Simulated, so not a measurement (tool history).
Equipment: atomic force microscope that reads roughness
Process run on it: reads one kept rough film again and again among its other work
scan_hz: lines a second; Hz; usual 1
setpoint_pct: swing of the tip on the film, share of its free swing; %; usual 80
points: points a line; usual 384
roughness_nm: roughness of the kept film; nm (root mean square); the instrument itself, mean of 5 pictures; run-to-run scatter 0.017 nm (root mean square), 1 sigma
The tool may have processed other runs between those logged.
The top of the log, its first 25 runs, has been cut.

run	day	scan_hz	setpoint_pct	points	roughness_nm
26	44.183	1	80	384	3.554
27	45.658	1	80	475	3.464
28	46.738	0.71	60	475	3.61
29	48.833	1.47	60	475	3.441
# day 49.896: new tip fitted
30	51.096	1.28	63	421	4.154
31	53.071	1.28	63	421	3.961
32	55.112	1.83	70	384	3.707
33	56.229	1.83	65	384	3.711
34	58.558	2.3	79	438	3.292
# day 58.808: height scale calibrated on a step standard
35	60.454	1.06	61	409	3.598
36	62.546	2.11	61	351	3.419
# day 63.258: height scale calibrated on a step standard, once more
37	63.646	2.06	80	384	3.172
# day 64.829: new tip fitted
38	65	2.06	80	384	3.804
39	66.717	1.26	80	384	3.901
40	68.204	1.12	56	527	4.081
41	69.933	1.12	56	527	3.961
42	71.025	1	66	384	3.838

Run 43 is up next; what results do you expect?
43	72.496	1	66	519	?

Logged for run 43: roughness_nm 3.78 nm (root mean square).
Were there no unlogged condition in the tool, this run, its random variation unchanged, would have produced roughness_nm 4.315 nm (root mean square).

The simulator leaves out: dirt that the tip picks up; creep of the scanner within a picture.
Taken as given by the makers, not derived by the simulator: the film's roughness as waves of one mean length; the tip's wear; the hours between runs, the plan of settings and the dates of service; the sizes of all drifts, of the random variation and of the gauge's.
